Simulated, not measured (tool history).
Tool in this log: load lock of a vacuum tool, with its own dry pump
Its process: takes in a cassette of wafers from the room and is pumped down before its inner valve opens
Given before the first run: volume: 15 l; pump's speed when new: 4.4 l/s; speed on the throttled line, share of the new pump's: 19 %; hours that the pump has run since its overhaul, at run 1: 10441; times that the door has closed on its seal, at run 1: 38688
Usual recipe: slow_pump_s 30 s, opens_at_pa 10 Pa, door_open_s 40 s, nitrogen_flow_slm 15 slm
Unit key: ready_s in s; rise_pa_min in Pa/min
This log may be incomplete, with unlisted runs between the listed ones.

run,hour,slow_pump_s,opens_at_pa,door_open_s,nitrogen_flow_slm,hours that the pump has run since its overhaul,times that the door has closed on its seal,"incoming humidity of the room's air, %",ready_s,rise_pa_min
1,0,30,10,40,15,10441,38688,45.3,57.6,0.376
2,452.1,30,10,40,15,10893,40607,45.9,57.7,0.384
3,979.1,30,10,40,15,11420,42845,45.3,58.5,0.426
4,1364.8,30,10,40,15,11805,44482,43.8,57.9,0.435
5,1680.8,30,10,40,15,12121,45823,42.6,57.9,0.466
6,2137,30,10,40,33,12577,47760,44.1,58,0.476
7,2522.7,30,10,40,33,12963,49397,44.6,58.2,0.505
8,3042.6,30,10,40,33,13483,51604,44.4,58.3,0.531
9,3465.6,30,10,40,33,13906,53399,44.7,58.7,0.562
10,4099.3,30,10,40,22,14540,56089,45.7,58.7,0.607
11,4466.6,30,10,40,15,14907,57649,49.3,58.5,0.651
12,4816.4,30,10,40,15,15257,59133,47.5,59,0.664
13,5111.6,30,10,40,15,15552,60387,42.8,59,0.705
# hour 5208.5: door's seal changed, seat wiped
14,5685,30,10,40,15,16124,2022,42.3,59.3,0.049
15,6349.4,30,10,40,15,16788,4843,48.1,59.3,0.06
16,6700.1,30,10,40,15,17139,6332,46.2,59.3,0.063
# hour 6845.3: dry pump taken out, an overhauled one fitted
17,7122.9,30,10,40,15,278,8101,45.2,55.7,0.076
18,7446.8,30,13,40,15,601,9475,43.3,54.8,0.077
19,7782.1,30,14,94,15,937,10899,46.2,54.7,0.105
20,8154.9,30,16,40,15,1310,12481,44.4,54.2,0.099
21,8531.6,30,10,40,15,1686,14080,45.9,56,0.102
22,9097.7,30,10,40,15,2252,16483,45.4,56.1,0.121
23,9387.4,30,10,180,15,2542,17713,45.1,55.9,0.168
24,9697.3,20,10,161,5,2852,19029,45.5,48.2,0.198
25,10143.3,30,10,40,24,3298,20922,46.2,56,0.141
26,10746.2,30,10,40,24,3901,23481,44.3,56.3,0.161
27,11399.5,30,10,40,24,4554,26255,42.7,56.2,0.19
28,11911.1,30,10,40,24,5066,28426,44,56.5,0.219
29,12498,30,10,31,15,5653,30917,45,56.7,0.24
30,13062.1,30,13,40,15,6217,33312,44.5,55.6,0.272
31,13620.4,30,13,40,15,6775,35682,43.6,55.6,0.298
32,14083.1,30,13,40,15,7238,37646,45,55.9,0.327
33,14478.1,51,10,166,42,7633,39323,52.1,73.9,0.352
34,14977.1,30,14,90,29,8132,41441,44.1,56.1,0.372
35,15672,30,14,90,29,8827,44391,42.3,55.9,0.401

Some steps in ready_s between neighbouring runs. How much of each would the tool show without its hidden state too (settings, what came in, random variation), and how much is left for the hidden state, with any gauge scatter that isn't in both results?
Hidden state at play: pump's speed, % of a new pump's; leak at the door's seal, Pa l/s; drift of the gauge itself on ready_s, %; drift of the gauge itself on rise_pa_min, %.
Run 8 -> 9: nothing adjusted, nothing logged. ready_s +0.4 s: hidden state +0.2, all else +0.2.
Run 16 -> 17: dry pump taken out, an overhauled one fitted. ready_s -3.6 s: hidden state -3.5, all else -0.1.
Run 24 -> 25: slow_pump_s 20 -> 30, door_open_s 161 -> 40, nitrogen_flow_slm 5 -> 24. ready_s +7.8 s: hidden state +0, all else +7.8.
Run 28 -> 29: door_open_s 40 -> 31, nitrogen_flow_slm 24 -> 15. ready_s +0.2 s: hidden state +0.2, all else +0.
Run 32 -> 33: slow_pump_s 30 -> 51, opens_at_pa 13 -> 10, door_open_s 40 -> 166, nitrogen_flow_slm 15 -> 42. ready_s +18 s: hidden state -0.1, all else +18.1.
Run 33 -> 34: slow_pump_s 51 -> 30, opens_at_pa 10 -> 14, door_open_s 166 -> 90, nitrogen_flow_slm 42 -> 29. ready_s -17.8 s: hidden state +0.2, all else -18.
